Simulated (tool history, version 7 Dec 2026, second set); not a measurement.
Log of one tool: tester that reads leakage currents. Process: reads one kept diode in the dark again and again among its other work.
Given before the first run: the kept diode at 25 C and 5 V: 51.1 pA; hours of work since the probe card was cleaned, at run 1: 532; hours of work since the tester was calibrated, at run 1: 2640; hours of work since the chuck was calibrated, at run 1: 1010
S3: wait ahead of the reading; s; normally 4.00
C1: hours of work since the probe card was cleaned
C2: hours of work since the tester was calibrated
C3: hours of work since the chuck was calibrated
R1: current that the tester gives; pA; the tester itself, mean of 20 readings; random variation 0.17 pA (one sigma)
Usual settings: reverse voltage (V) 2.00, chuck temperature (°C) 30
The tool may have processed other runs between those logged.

Run 1, hour 0.0: usual settings; C1 532; C2 2640; C3 1010. Result: R1 55.77 pA.
Run 2, hour 104.5: usual settings but S3 7.59 s; C1 614; C2 2723; C3 1093. Result: R1 56.04 pA.
At hour 259.9: tester calibrated.
Run 3, hour 261.4: usual settings; C1 737; C2 1; C3 1215. Result: R1 56.98 pA.
Run 4, hour 411.0: usual settings; C1 855; C2 119; C3 1333. Result: R1 57.75 pA.
Run 5, hour 545.0: usual settings but reverse voltage (V) 1.90; C1 961; C2 225; C3 1439. Result: R1 56.81 pA.
Run 6, hour 718.3: usual settings but reverse voltage (V) 1.90; C1 1097; C2 362; C3 1576. Result: R1 57.04 pA.
Run 7, hour 868.9: usual settings but reverse voltage (V) 2.08; C1 1216; C2 481; C3 1695. Result: R1 59.55 pA.
Run 8, hour 1043.4: usual settings but reverse voltage (V) 2.08, S3 2.76 s; C1 1354; C2 619; C3 1833. Result: R1 59.40 pA.
At hour 1215.8: probe card cleaned and baked.
Run 9, hour 1239.7: usual settings but reverse voltage (V) 2.08, S3 2.76 s; C1 19; C2 771; C3 1985. Result: R1 58.08 pA.
Run 10, hour 1406.1: usual settings but reverse voltage (V) 2.08, S3 2.76 s; C1 150; C2 903; C3 2117. Result: R1 58.34 pA.
Run 11, hour 1574.0: usual settings; C1 283; C2 1035; C3 2249. Result: R1 57.69 pA.
At hour 1672.3: chuck's temperature calibrated.
Run 12, hour 1759.1: usual settings; C1 427; C2 1180; C3 69. Result: R1 54.61 pA.
Run 13, hour 1858.0: usual settings; C1 505; C2 1258; C3 147. Result: R1 54.85 pA.
Run 14, hour 1951.1: usual settings but reverse voltage (V) 1.38, S3 9.91 s; C1 579; C2 1331; C3 220. Result: R1 47.81 pA.
Run 15, hour 2125.4: usual settings but reverse voltage (V) 1.24, chuck temperature (°C) 51, S3 1.90 s; C1 717; C2 1469; C3 358. Result: R1 206.32 pA.
Run 16, hour 2207.8: usual settings but reverse voltage (V) 2.81, chuck temperature (°C) 48, S3 0.44 s; C1 782; C2 1534; C3 423. Result: R1 226.42 pA.
Run 17, hour 2305.4: usual settings but reverse voltage (V) 12.27, chuck temperature (°C) 41, S3 0.44 s; C1 859; C2 1611; C3 500. Result: R1 241.23 pA.
Run 18, hour 2465.4: usual settings but reverse voltage (V) 7.26, chuck temperature (°C) 21, S3 0.32 s; C1 985; C2 1737; C3 626. Result: R1 49.72 pA.
Run 19, hour 2639.9: usual settings but reverse voltage (V) 1.67, chuck temperature (°C) 24; C1 1123; C2 1875; C3 764. Result: R1 33.38 pA.
Run 20, hour 2752.8: usual settings but reverse voltage (V) 1.67, chuck temperature (°C) 24; C1 1212; C2 1964; C3 853. Result: R1 33.54 pA.
Run 21, hour 2893.5: usual settings but reverse voltage (V) 14.46, chuck temperature (°C) 24, S3 1.47 s; C1 1323; C2 2075; C3 964. Result: R1 83.15 pA.
Run 22, hour 3085.0: usual settings but reverse voltage (V) 14.46, chuck temperature (°C) 24, S3 1.47 s; C1 1474; C2 2226; C3 1115. Result: R1 84.55 pA.
At hour 3102.9: probe card cleaned and baked.
Run 23, hour 3275.7: usual settings but chuck temperature (°C) 23; C1 136; C2 2375; C3 1264. Result: R1 32.02 pA.
Run 24, hour 3365.5: usual settings but reverse voltage (V) 5.15, chuck temperature (°C) 23; C1 207; C2 2446; C3 1334. Result: R1 45.88 pA.
Run 25, hour 3555.5: usual settings but reverse voltage (V) 4.93, chuck temperature (°C) 53, S3 2.09 s; C1 357; C2 2596; C3 1484. Result: R1 389.06 pA.
Run 26, hour 3678.6: usual settings but chuck temperature (°C) 37, S3 0.92 s; C1 455; C2 2693; C3 1582. Result: R1 93.91 pA.

Each run again, without the hidden state but with its own random variation kept:
Unlogged tool condition in this case: stray current of the dirty probe card, pA a volt; current scale over the true one, %; true chuck temperature over the reading, C; drift of the gauge itself on leakage_pa, %.
run      R1
  1   54.88
  2   54.93
  3   54.35
  4   54.80
  5   53.76
  6   53.67
  7   55.67
  8   55.22
  9   55.65
 10   55.61
 11   54.69
 12   54.72
 13   54.78
 14   47.75
 15  207.46
 16  226.59
 17  235.47
 18   45.02
 19   32.11
 20   32.12
 21   70.14
 22   69.94
 23   31.51
 24   44.63
 25  384.84
 26   92.10
